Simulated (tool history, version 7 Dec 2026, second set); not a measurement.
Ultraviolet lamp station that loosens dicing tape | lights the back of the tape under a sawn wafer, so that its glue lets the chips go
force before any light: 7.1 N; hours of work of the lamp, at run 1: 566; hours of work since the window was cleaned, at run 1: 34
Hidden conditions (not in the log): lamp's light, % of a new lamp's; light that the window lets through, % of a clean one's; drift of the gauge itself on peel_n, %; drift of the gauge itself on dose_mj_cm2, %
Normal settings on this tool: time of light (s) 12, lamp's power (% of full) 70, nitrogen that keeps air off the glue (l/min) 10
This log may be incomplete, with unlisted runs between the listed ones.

run    hour  time of light (s)  lamp's power (% of full)  nitrogen that keeps air off the glue (l/min)  hours of work of the lamp  hours of work since the window was cleaned  force that peels the tape off (N)  light that reached the tape (mJ/cm2)
  1       0                 12                        70                                            10                        566                                          34                              0.315                                   145
  2    40.7                 12                        70                                            10                        597                                          65                              0.321                                   146
  3   130.1                 12                        70                                            10                        664                                         132                               0.36                                   135
  4   175.9                 12                        70                                            10                        698                                         166                              0.392                                   134
  5   250.1                 12                        70                                            10                        754                                         222                               0.42                                   130
      270.5  -- window cleaned of glue's vapour
  6   328.5                  8                        70                                            10                        812                                          44                              0.968                                    88
  7   376.3                  8                        70                                            10                        848                                          79                               1.07                                    89
  8   467.7                 12                        70                                            10                        917                                         148                              0.488                                   120
  9   525.7                 12                        70                                            10                        960                                         192                              0.541                                   115
 10   575.5                 12                        70                                            10                        998                                         229                              0.587                                   114
        593  -- window cleaned of glue's vapour
 11   639.7                 12                        70                                            10                       1046                                          35                               0.56                                   114
      655.6  -- lamp changed
 12   716.2                 12                        70                                            10                         46                                          92                              0.183                                   177
 13   789.1                  8                        70                                            10                        100                                         147                              0.585                                   120
 14   833.8                  8                        70                                            10                        134                                         180                              0.636                                   115
      913.8  -- window cleaned of glue's vapour
 15   925.2                  8                        70                                            10                        202                                           9                              0.589                                   115
 16   999.9                  8                        70                                            10                        258                                          65                              0.668                                   106
 17  1064.1                  8                        70                                            10                        306                                         113                              0.666                                   106
 18  1115.6                 12                        70                                            10                        345                                         152                              0.278                                   153
 19  1198.1                 12                        70                                            10                        407                                         214                              0.306                                   150
       1232  -- window cleaned of glue's vapour
 20    1240                 12                        89                                            10                        438                                           6                               0.14                                   201
 21  1289.3                 12                        89                                            10                        475                                          43                              0.151                                   195
 22  1385.7                 12                        89                                            10                        548                                         115                              0.182                                   185
 23  1435.6                  7                        98                                            19                        585                                         153                               0.44                                   109
 24  1526.7                  7                        98                                            19                        654                                         221                              0.501                                   111
     1553.1  -- window cleaned of glue's vapour
 25    1583                  8                        67                                            17                        695                                          22                              0.825                                    88
 26  1642.4                 11                        78                                            13                        740                                          67                              0.324                                   135
 27    1739                 11                        78                                            13                        813                                         140                                0.4                                   130
 28  1793.1                 12                        83                                            10                        853                                         180                              0.295                                   147
     1874.4  -- window cleaned of glue's vapour
 29  1875.2                 12                        83                                            15                        915                                           1                              0.241                                   146
 30  1943.3                  7                        70                                             8                        966                                          52                              1.552                                    69
 31  1987.2                 10                        70                                             8                        999                                          85                              0.886                                    97
     2067.5  -- lamp changed
 32  2069.3                 10                        77                                            16                          1                                         146                              0.194                                   164
 33  2161.1                 10                        76                                            16                         70                                         215                              0.227                                   156
     2195.7  -- window cleaned of glue's vapour
 34  2222.7                 12                        85                                             4                        116                                          20                              0.213                                   212
 35    2316                 12                        85                                             4                        186                                          90                              0.239                                   204
 36  2412.8                  6                        68                                             3                        259                                         163                              1.956                                    77
 37  2467.6                 18                        72                                             6                        300                                         204                              0.127                                   242
     2515.1  -- window cleaned of glue's vapour
 38  2538.3                 12                        70                                             8                        353                                          17                              0.287                                   157
 39    2587                 17                        62                                            10                        389                                          54                              0.145                                   199
 40  2676.6                 17                        62                                            20                        457                                         121                              0.132                                   185
 41  2754.5                 19                        70                                            14                        515                                         180                               0.09                                   228

5 ways to go on from here, each from the tool as it stands after run 41. What would each give?
  A  2794.1                 12                        70                                            11                        545                                         210                                  ?                                     ?
  B  2794.1                 19                        67                                            14                        545                                         210                                  ?                                     ?
  C  2794.1                 14                        62                                             4                        545                                         210                                  ?                                     ?
  D  2794.1                 12                        87                                             9                        545                                         210                                  ?                                     ?
  E  2794.1                 11                        70                                            10                        545                                         210                                  ?                                     ?

run  force that peels the tape off (N)  light that reached the tape (mJ/cm2)
  A                               0.33                                   143
  B                              0.107                                   217
  C                              0.544                                   147
  D                              0.211                                   179
  E                              0.435                                   132
Had the tool no hidden state, the same runs would have come out as:
run  force that peels the tape off (N)  light that reached the tape (mJ/cm2)
  A                               0.17                                   187
  B                              0.076                                   282
  C                              0.273                                   192
  D                              0.115                                   233
  E                               0.22                                   172
